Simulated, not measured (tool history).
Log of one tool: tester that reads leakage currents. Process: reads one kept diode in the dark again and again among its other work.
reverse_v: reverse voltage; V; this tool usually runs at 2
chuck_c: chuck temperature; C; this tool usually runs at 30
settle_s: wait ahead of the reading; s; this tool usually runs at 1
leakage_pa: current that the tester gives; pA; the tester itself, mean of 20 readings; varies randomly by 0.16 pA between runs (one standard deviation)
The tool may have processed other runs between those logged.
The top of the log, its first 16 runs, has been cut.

{"day": 20.017, "done": "tester calibrated, once more"}
{"run": 17, "day": 20.796, "reverse_v": 2, "chuck_c": 39, "settle_s": 1, "leakage_pa": 107.47}
{"run": 18, "day": 22.171, "reverse_v": 2, "chuck_c": 39, "settle_s": 1, "leakage_pa": 107.34}
{"run": 19, "day": 23.462, "reverse_v": 2, "chuck_c": 31, "settle_s": 1, "leakage_pa": 56.12}
{"run": 20, "day": 24.471, "reverse_v": 2, "chuck_c": 31, "settle_s": 1, "leakage_pa": 56.1}
{"run": 21, "day": 25.492, "reverse_v": 8.84, "chuck_c": 42, "settle_s": 0.35, "leakage_pa": 314.65}
{"run": 22, "day": 26.954, "reverse_v": 8.34, "chuck_c": 42, "settle_s": 9.06, "leakage_pa": 298.27}
{"run": 23, "day": 28.229, "reverse_v": 2.73, "chuck_c": 25, "settle_s": 4.96, "leakage_pa": 40.03}
{"run": 24, "day": 29.221, "reverse_v": 1.65, "chuck_c": 52, "settle_s": 8.86, "leakage_pa": 264.44}
{"run": 25, "day": 30.246, "reverse_v": 5.37, "chuck_c": 30, "settle_s": 1, "leakage_pa": 89.84}
{"run": 26, "day": 31.292, "reverse_v": 2, "chuck_c": 45, "settle_s": 0.41, "leakage_pa": 173.77}
{"run": 27, "day": 32.046, "reverse_v": 2, "chuck_c": 45, "settle_s": 0.41, "leakage_pa": 174.45}

Forecast run 28:
{"run": 28, "day": 33.1, "reverse_v": 2, "chuck_c": 45, "settle_s": 0.41, "leakage_pa": "?"}

{"run 28": {"leakage_pa": 173.71}}
Minus the tool's unlogged condition, the same run would have read leakage_pa 168.61 pA.

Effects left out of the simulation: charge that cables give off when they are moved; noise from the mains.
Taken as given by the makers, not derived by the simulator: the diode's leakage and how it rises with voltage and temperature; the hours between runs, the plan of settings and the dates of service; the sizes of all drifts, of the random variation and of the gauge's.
